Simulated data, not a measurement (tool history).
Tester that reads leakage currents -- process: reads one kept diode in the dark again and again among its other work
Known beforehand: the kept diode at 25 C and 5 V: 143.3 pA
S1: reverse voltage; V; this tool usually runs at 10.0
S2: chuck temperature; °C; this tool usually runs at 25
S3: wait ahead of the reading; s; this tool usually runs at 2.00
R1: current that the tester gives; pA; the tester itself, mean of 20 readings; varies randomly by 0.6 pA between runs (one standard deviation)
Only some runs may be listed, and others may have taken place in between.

run	day	S1	S2	S3	R1
1	0.000	10.0	25	2.00	226.81
2	9.254	10.0	25	2.00	228.65
3	14.562	10.0	22	2.00	184.66
4	21.883	10.0	25	2.00	232.11
5	32.104	10.0	25	2.00	234.23
6	36.538	10.0	25	1.20	235.34
7	45.404	10.0	25	6.07	236.41
8	51.717	10.0	25	6.07	237.66
9	60.033	10.0	25	6.07	238.85
# day 64.583: probe card cleaned and baked
10	64.583	10.0	25	6.07	235.73
# day 71.092: chuck's temperature calibrated
11	74.458	10.0	25	6.07	199.53
# day 75.196: tester calibrated
12	81.671	10.0	25	6.07	200.40
13	88.171	10.0	25	2.00	201.78
14	94.442	10.0	25	2.00	203.91
15	101.954	10.0	25	2.00	205.37
# day 102.925: tester calibrated, once more
16	108.571	10.0	25	4.31	206.85
17	115.158	10.0	25	4.31	207.78
18	120.646	10.0	25	4.31	210.34
19	128.925	10.0	25	4.31	212.16
20	136.950	10.0	25	4.31	212.16
21	145.042	10.0	31	4.58	335.75
22	149.646	4.8	60	6.99	1627.40
23	158.317	10.0	47	2.00	1013.40
24	166.617	8.1	35	3.92	410.73
25	175.500	8.1	35	3.92	412.65
26	182.762	8.1	35	3.92	417.54
27	193.500	8.1	35	3.92	418.42
28	204.154	8.1	35	3.92	423.51
29	210.496	8.1	35	3.92	423.99
30	221.138	8.1	35	3.92	427.57
31	230.738	8.1	41	3.92	649.99
32	236.296	11.8	25	3.63	254.55
33	245.054	11.8	25	3.63	254.78
34	249.571	11.8	25	3.63	256.38
35	256.208	11.8	25	3.63	259.41
36	261.867	11.8	25	3.63	261.77
# day 262.504: chuck's temperature calibrated
37	271.517	11.8	25	3.63	219.14
38	279.033	11.8	25	3.63	220.18
39	286.096	6.7	25	5.64	169.48
40	294.750	10.0	22	2.00	165.21

Same runs, no hidden state in the tool, same run-to-run variation:
Hidden conditions of the tool in this case: stray current of the dirty probe card, pA a volt; current scale over the true one, %; true chuck temperature over the reading, C; drift of the gauge itself on leakage_pa, %.
run	R1
1	198.70
2	198.64
3	158.53
4	199.40
5	199.30
6	199.43
7	198.53
8	198.46
9	197.99
10	198.72
11	198.74
12	198.28
13	198.36
14	199.12
15	199.00
16	198.11
17	197.78
18	199.15
19	199.39
20	197.89
21	312.35
22	1532.27
23	942.16
24	376.30
25	375.29
26	377.20
27	374.45
28	375.47
29	373.85
30	373.97
31	567.93
32	215.63
33	213.95
34	214.34
35	215.51
36	216.24
37	214.83
38	214.25
39	164.68
40	157.74

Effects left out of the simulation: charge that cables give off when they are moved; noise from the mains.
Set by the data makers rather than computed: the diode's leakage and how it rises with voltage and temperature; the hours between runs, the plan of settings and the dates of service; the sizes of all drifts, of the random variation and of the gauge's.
